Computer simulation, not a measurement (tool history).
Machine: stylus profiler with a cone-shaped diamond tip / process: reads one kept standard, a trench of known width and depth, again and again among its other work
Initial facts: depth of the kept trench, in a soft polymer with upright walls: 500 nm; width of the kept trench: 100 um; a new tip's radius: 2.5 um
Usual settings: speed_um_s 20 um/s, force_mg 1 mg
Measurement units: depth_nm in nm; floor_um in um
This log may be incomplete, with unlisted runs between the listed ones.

run     day  speed_um_s  force_mg  depth_nm  floor_um
  1       0          20         1    502.91     96.06
  2     0.8          20         1    502.93     96.04
  3   1.888          20         1    502.98     96.04
  4   2.871          20         1    503.31     96.05
  5     4.2          20         1       503     95.95
  6   5.638          32         1    503.36     95.92
  7   6.458          32         1    503.11      95.9
  8   7.433          32         1    503.36     95.89
  9   8.562          20         1    503.35      95.9
 10   9.212          20         1    503.17     95.89
 11  10.038          20         1     503.7     95.86
 12  10.733          20         1    503.59     95.86
 13    11.7          20      0.47    502.85      95.8
 14  12.696          20      0.47    502.78     95.78
 15  13.833          20      0.47    502.55     95.74
 16  14.521          20         1    503.42     95.79
 17  15.621          20         1    503.46     95.77
 18  16.558          20         1    503.39     95.76
 19  17.208          20         1    503.64     95.77
 20    18.3          14      0.83    503.29     95.78
 21  19.529          12      0.86    503.53     95.76
 22  20.992          54      0.97    503.56     95.49
 23  22.362          36       0.5    503.07     95.54
 24  23.392          56      1.27    504.22     95.57
 25  24.596          24      2.17    504.94     95.66
 26  26.033          55      0.57    503.35     95.33
 27  27.112           5      0.77     503.8     95.65
 28  28.583           5      0.77    503.73     95.63
 29  30.046          16      0.46    503.27     95.58
 30  31.217          24      0.68    503.88      95.5
 31    32.6          24      0.68    503.99     95.46
 32  33.442          37      0.49    503.51     95.34
 33  34.554          22      0.34    503.58     95.39
 34  35.829           5      0.34    503.51     95.52
 35  36.725           5      0.34     503.5     95.53
 36  37.871          13      1.13    504.58     95.45
 37  39.271          13      1.13    504.37     95.42
 38  40.029          20      0.74    504.56     95.38

Per-run results on a tool with no hidden state, each run keeping its own random variation:
Hidden state at play: radius of the tip, um; height scale over the true one, %; drift of the gauge itself on depth_nm, %; drift of the gauge itself on floor_um, %.
run  depth_nm  floor_um
  1    501.45     96.91
  2    501.43      96.9
  3    501.45     96.92
  4    501.74     96.95
  5    501.38     96.88
  6    501.69     96.87
  7    501.41     96.87
  8    501.63     96.87
  9    501.58      96.9
 10    501.38      96.9
 11    501.88     96.88
 12    501.75      96.9
 13    500.97     96.85
 14    500.87     96.85
 15    500.61     96.83
 16    501.45     96.89
 17    501.45     96.89
 18    501.34     96.89
 19    501.57     96.92
 20    501.18     96.94
 21    501.37     96.94
 22    501.35     96.69
 23    500.81     96.77
 24    501.92     96.81
 25    502.59     96.92
 26    500.95     96.62
 27    501.37     96.96
 28    501.25     96.96
 29    500.73     96.94
 30     501.3     96.87
 31    501.37     96.85
 32    500.85     96.74
 33    500.89     96.82
 34    500.77     96.96
 35    500.73     96.99
 36    501.76     96.93
 37     501.5     96.92
 38    501.66     96.89
